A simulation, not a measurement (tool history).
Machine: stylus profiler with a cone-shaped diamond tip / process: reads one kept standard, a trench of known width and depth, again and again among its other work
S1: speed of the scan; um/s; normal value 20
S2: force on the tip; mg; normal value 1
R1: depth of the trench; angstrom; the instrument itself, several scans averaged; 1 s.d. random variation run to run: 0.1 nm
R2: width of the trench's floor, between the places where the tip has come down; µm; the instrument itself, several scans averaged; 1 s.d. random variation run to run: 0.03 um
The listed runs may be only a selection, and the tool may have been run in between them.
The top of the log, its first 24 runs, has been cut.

run	hour	S1	S2	R1	R2
25	1864.4	15	0.4	1007.1	18.29
26	1938.1	15	0.4	1010.4	18.34
27	2023.4	15	0.92	1012.6	18.39
28	2099.7	6	1.34	1013.8	18.41
29	2155.9	80	1.31	1014.8	18.01
30	2253	80	1.31	1012.2	18.02
31	2340.8	28	1.57	1014.8	18.31
32	2392.2	15	0.5	1009	18.3
33	2484.9	47	0.51	1012.9	18.02
34	2542.8	6	1.32	1016.3	18.39
35	2594.5	6	1.32	1015.4	18.42
36	2695.3	77	0.6	1011.8	17.75

Alternative continuations, all from the tool just after run 36; predict every row:
A	2798	27	0.4	?	?
B	2798	24	0.58	?	?
C	2798	43	1.61	?	?
D	2798	33	1	?	?

run	R1	R2
A	1012.4	18.11
B	1011.2	18.22
C	1016.9	18.21
D	1015.6	18.2
The same runs, with their run-to-run variation unchanged, on a tool lacking any hidden condition would have given:
run	R1	R2
A	1004.4	18.43
B	1003.2	18.55
C	1008.8	18.53
D	1007.5	18.53
